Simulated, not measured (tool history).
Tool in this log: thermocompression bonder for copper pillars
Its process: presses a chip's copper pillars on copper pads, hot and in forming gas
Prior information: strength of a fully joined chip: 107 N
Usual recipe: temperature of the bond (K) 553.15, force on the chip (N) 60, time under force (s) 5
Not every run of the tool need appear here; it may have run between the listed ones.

run   hour  temperature of the bond (K)  force on the chip (N)  time under force (s)  force that shears a chip off (N)
  1      0                       553.15                     60                     5                              71.3
  2   10.9                       553.15                     60                     5                              72.3
  3   16.2                       553.15                     60                     5                              73.1
  4   22.9                       553.15                     60                     5                              71.7
  5   32.7                       553.15                     60                     5                              72.7
  6   39.5                       553.15                     60                     5                              72.2
  7   48.6                       553.15                     60                     5                              71.8
  8   56.9                       553.15                     60                     5                              72.3
  9     67                       559.15                     73                    14                              93.6
 10   78.5                       559.15                     73                    14                              93.2
 11   85.7                       572.15                     60                     9                              89.4
 12   92.9                       572.15                     60                     9                              88.1
 13   99.8                       572.15                     60                     9                              86.2
 14  109.4                       565.15                     47                     8                              76.8
 15  116.6                       544.15                     60                     9                              75.8
 16  126.3                       544.15                     60                     9                              75.6

Branching from run 16: 3 alternative next runs. What would each branch give?
  A   138                       544.15                     43                     9                                 ?
  B   138                       550.15                     51                     9                                 ?
  C   138                       544.15                     85                     9                                 ?

run  force that shears a chip off (N)
  A                              65.9
  B                              73.5
  C                              84.8
With the hidden condition removed and each run's random variation left untouched, the same runs would have given:
run  force that shears a chip off (N)
  A                                70
  B                              78.7
  C                              91.8

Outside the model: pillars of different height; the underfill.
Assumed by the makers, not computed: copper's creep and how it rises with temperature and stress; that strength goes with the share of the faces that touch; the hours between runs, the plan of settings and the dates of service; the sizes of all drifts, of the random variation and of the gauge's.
